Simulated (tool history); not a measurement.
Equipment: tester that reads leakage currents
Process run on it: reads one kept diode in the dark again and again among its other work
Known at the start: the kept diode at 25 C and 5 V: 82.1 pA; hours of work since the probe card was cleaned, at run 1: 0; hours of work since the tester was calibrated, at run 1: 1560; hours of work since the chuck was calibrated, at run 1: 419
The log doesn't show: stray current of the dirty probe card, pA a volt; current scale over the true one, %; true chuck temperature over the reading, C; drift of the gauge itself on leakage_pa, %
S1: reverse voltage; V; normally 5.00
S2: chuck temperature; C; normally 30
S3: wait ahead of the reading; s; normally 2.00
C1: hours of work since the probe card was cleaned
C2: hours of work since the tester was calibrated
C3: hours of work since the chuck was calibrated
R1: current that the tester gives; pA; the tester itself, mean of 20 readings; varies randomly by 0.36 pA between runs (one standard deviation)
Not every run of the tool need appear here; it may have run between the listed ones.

run    hour     S1  S2    S3   C1    C2   C3      R1
  1     0.0   5.00  30  2.00    0  1560  419  119.17
  2   146.7   5.00  30  2.00   66  1626  485  119.00
  3   376.4   5.00  34  2.00  169  1730  588  158.83
  4   518.2   5.00  26  2.00  233  1793  652   89.09
  5   622.5   5.00  30  2.00  280  1840  698  119.61
  6   779.8   5.00  30  2.00  350  1911  769  119.76
  7   905.6   5.00  30  2.00  407  1967  826  119.46
  8  1007.5  10.17  30  2.00  453  2013  871  163.24
     1028.3  -- probe card cleaned and baked
     1227.7  -- chuck's temperature calibrated
  9  1237.9   5.00  27  2.00   93  2114    5  103.04
 10  1385.3  14.10  30  2.00  159  2180   71  203.92
 11  1517.2   5.00  53  2.00  219  2240  130  584.33
 12  1660.3   6.38  30  2.00  283  2304  194  142.32
 13  1882.3   6.38  30  2.00  383  2404  294  141.88
 14  2033.1   6.38  21  0.40  450  2471  362   81.30
 15  2217.0   5.00  30  0.35  533  2554  444  130.29
 16  2336.3   5.00  21  2.00  587  2608  498   69.22
     2380.4  -- probe card cleaned and baked, once more
 17  2502.3   5.00  28  0.56   55  2681  571  103.78
 18  2632.0   5.00  28  0.56  113  2739  629  104.29
 19  2733.3   6.00  51  2.00  158  2785  675  536.74
 20  2858.7   1.38  21  2.00  215  2841  731   34.99
     2931.4  -- tester calibrated
 21  2987.8   1.38  21  5.02  272    25  788   34.15
 22  3158.9   1.38  21  5.02  349   102  865   33.91
 23  3314.8   5.00  30  5.92  419   172  935  114.26
     3404.2  -- chuck's temperature calibrated
 24  3442.2   5.00  29  0.40  475   229   17  117.89
 25  3668.2   2.55  46  0.95  577   330  119  279.25
 26  3827.3   6.79  40  4.69  648   401  190  280.33

Forecast each of these 4 alternatives for the next run:
  A  3924.5  17.02  48  9.90  692  445  234   ?
  B  3924.5   4.30  30  3.14  692  445  234   ?
  C  3924.5   5.00  34  2.00  692  445  234   ?
  D  3924.5   6.79  40  1.14  692  445  234   ?

run      R1
  A  701.25
  B  116.12
  C  163.37
  D  281.71
The same runs, with their run-to-run variation unchanged, on a tool lacking any hidden condition would have given:
run      R1
  A  689.40
  B  112.82
  C  159.76
  D  277.15

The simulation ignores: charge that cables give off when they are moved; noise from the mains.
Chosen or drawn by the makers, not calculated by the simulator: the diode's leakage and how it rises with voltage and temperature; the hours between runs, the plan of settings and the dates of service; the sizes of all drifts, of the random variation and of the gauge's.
